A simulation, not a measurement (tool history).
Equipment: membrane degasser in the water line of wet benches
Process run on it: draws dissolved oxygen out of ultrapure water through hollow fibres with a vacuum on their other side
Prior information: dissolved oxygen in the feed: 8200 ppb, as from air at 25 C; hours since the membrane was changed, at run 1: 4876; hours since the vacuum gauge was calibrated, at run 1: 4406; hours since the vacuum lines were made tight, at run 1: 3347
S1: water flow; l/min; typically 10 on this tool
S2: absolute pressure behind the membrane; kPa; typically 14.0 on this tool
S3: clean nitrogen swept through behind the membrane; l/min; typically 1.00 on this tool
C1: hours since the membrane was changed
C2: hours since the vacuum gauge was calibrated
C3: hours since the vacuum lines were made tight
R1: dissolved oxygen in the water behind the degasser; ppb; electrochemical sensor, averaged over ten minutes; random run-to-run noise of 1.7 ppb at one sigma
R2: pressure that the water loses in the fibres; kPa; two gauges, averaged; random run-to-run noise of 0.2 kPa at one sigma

Run 1, hour 0.0: usual settings; C1 4876; C2 4406; C3 3347. Result: R1 271.7 ppb, R2 49.96 kPa.
Run 2, hour 119.0: usual settings; C1 4995; C2 4525; C3 3466. Result: R1 274.7 ppb, R2 49.65 kPa.
Run 3, hour 243.1: usual settings but S2 11.5 kPa; C1 5120; C2 4649; C3 3590. Result: R1 214.5 ppb, R2 49.77 kPa.
Run 4, hour 340.5: usual settings but S2 11.5 kPa; C1 5217; C2 4747; C3 3687. Result: R1 215.9 ppb, R2 50.23 kPa.
Run 5, hour 395.2: usual settings but S2 11.5 kPa, S3 1.27 l/min; C1 5272; C2 4801; C3 3742. Result: R1 174.5 ppb, R2 50.04 kPa.
Run 6, hour 515.8: usual settings but S2 11.5 kPa, S3 1.27 l/min; C1 5392; C2 4922; C3 3863. Result: R1 175.0 ppb, R2 50.39 kPa.
Run 7, hour 591.5: usual settings but S3 0.89 l/min; C1 5468; C2 4998; C3 3938. Result: R1 305.2 ppb, R2 50.30 kPa.
Run 8, hour 685.4: usual settings but S3 0.89 l/min; C1 5562; C2 5092; C3 4032. Result: R1 305.3 ppb, R2 50.14 kPa.
Run 9, hour 801.9: usual settings but S3 0.89 l/min; C1 5678; C2 5208; C3 4149. Result: R1 303.1 ppb, R2 50.00 kPa.
At hour 823.9: vacuum gauge calibrated.
Run 10, hour 874.4: usual settings; C1 5750; C2 50; C3 4221. Result: R1 262.6 ppb, R2 50.37 kPa.
Run 11, hour 950.3: usual settings; C1 5826; C2 126; C3 4297. Result: R1 267.0 ppb, R2 50.48 kPa.
Run 12, hour 1044.8: usual settings but S1 13 l/min; C1 5921; C2 221; C3 4391. Result: R1 333.8 ppb, R2 65.70 kPa.
Run 13, hour 1146.5: usual settings; C1 6022; C2 323; C3 4493. Result: R1 264.2 ppb, R2 50.33 kPa.
Run 14, hour 1231.1: usual settings but S2 19.6 kPa; C1 6107; C2 407; C3 4577. Result: R1 393.7 ppb, R2 50.53 kPa.
Run 15, hour 1344.1: usual settings; C1 6220; C2 520; C3 4690. Result: R1 265.3 ppb, R2 50.46 kPa.
Run 16, hour 1402.8: usual settings; C1 6279; C2 579; C3 4749. Result: R1 268.1 ppb, R2 50.38 kPa.
Run 17, hour 1492.3: usual settings but S1 8 l/min; C1 6368; C2 668; C3 4839. Result: R1 218.4 ppb, R2 40.71 kPa.
Run 18, hour 1599.6: usual settings but S1 13 l/min, S3 0.78 l/min; C1 6475; C2 776; C3 4946. Result: R1 421.3 ppb, R2 65.84 kPa.
Run 19, hour 1726.0: usual settings but S2 26.8 kPa, S3 2.81 l/min; C1 6602; C2 902; C3 5072. Result: R1 219.6 ppb, R2 51.03 kPa.
Run 20, hour 1813.7: usual settings but S2 26.8 kPa, S3 2.81 l/min; C1 6690; C2 990; C3 5160. Result: R1 223.6 ppb, R2 51.09 kPa.
Run 21, hour 1887.1: usual settings but S1 14 l/min, S2 18.4 kPa; C1 6763; C2 1063; C3 5233. Result: R1 501.6 ppb, R2 71.50 kPa.
Run 22, hour 1955.5: usual settings but S1 14 l/min, S2 18.4 kPa; C1 6831; C2 1132; C3 5302. Result: R1 503.5 ppb, R2 71.08 kPa.
Run 23, hour 2061.7: usual settings but S1 14 l/min, S2 18.4 kPa; C1 6938; C2 1238; C3 5408. Result: R1 504.3 ppb, R2 71.49 kPa.
Run 24, hour 2150.3: usual settings but S3 1.93 l/min; C1 7026; C2 1326; C3 5497. Result: R1 150.9 ppb, R2 51.39 kPa.
Run 25, hour 2228.0: usual settings but S1 7 l/min, S2 25.8 kPa, S3 2.78 l/min; C1 7104; C2 1404; C3 5574. Result: R1 155.3 ppb, R2 36.08 kPa.
Run 26, hour 2288.3: usual settings but S1 12 l/min, S2 30.8 kPa, S3 0.48 l/min; C1 7164; C2 1464; C3 5635. Result: R1 1335.4 ppb, R2 61.58 kPa.
At hour 2365.4: seals of the vacuum lines changed.
Run 27, hour 2365.4: usual settings but S1 15 l/min, S2 17.2 kPa, S3 2.60 l/min; C1 7239; C2 1539; C3 0. Result: R1 211.2 ppb, R2 77.62 kPa.
Run 28, hour 2478.9: usual settings but S2 13.1 kPa, S3 2.24 l/min; C1 7353; C2 1653; C3 114. Result: R1 113.9 ppb, R2 51.22 kPa.
Run 29, hour 2547.3: usual settings but S1 6 l/min; C1 7421; C2 1721; C3 182. Result: R1 160.5 ppb, R2 31.03 kPa.
Run 30, hour 2660.7: usual settings but S2 34.4 kPa, S3 1.86 l/min; C1 7535; C2 1835; C3 295. Result: R1 399.1 ppb, R2 51.52 kPa.
Run 31, hour 2777.5: usual settings but S2 18.8 kPa, S3 0.52 l/min; C1 7651; C2 1952; C3 412. Result: R1 648.9 ppb, R2 51.65 kPa.
Run 32, hour 2901.2: usual settings but S1 14 l/min, S2 28.4 kPa, S3 0.47 l/min; C1 7775; C2 2075; C3 536. Result: R1 1394.6 ppb, R2 72.05 kPa.

The same runs without the tool's hidden state, with the same run-to-run variation:
The hidden state here: membrane still open, %; true pressure behind the membrane over the reading, kPa; air that leaks in behind the membrane, l/min; drift of the gauge itself on oxygen_ppb, %; drift of the gauge itself on loss_of_pressure_kpa, %.
run      R1     R2
  1   251.5  46.66
  2   253.7  46.28
  3   194.9  46.31
  4   195.8  46.68
  5   157.3  46.46
  6   157.3  46.70
  7   280.0  46.57
  8   279.6  46.34
  9   277.0  46.12
 10   249.9  46.43
 11   253.6  46.48
 12   318.9  60.42
 13   250.0  46.19
 14   373.4  46.33
 15   250.1  46.17
 16   252.5  46.06
 17   202.9  37.16
 18   401.6  59.98
 19   203.5  46.41
 20   206.8  46.42
 21   476.5  64.86
 22   477.8  64.39
 23   477.8  64.68
 24   137.5  46.44
 25   139.3  32.57
 26  1289.0  55.53
 27   199.9  69.91
 28   108.8  46.02
 29   156.7  27.86
 30   392.0  46.18
 31   636.2  46.22
 32  1375.5  64.33

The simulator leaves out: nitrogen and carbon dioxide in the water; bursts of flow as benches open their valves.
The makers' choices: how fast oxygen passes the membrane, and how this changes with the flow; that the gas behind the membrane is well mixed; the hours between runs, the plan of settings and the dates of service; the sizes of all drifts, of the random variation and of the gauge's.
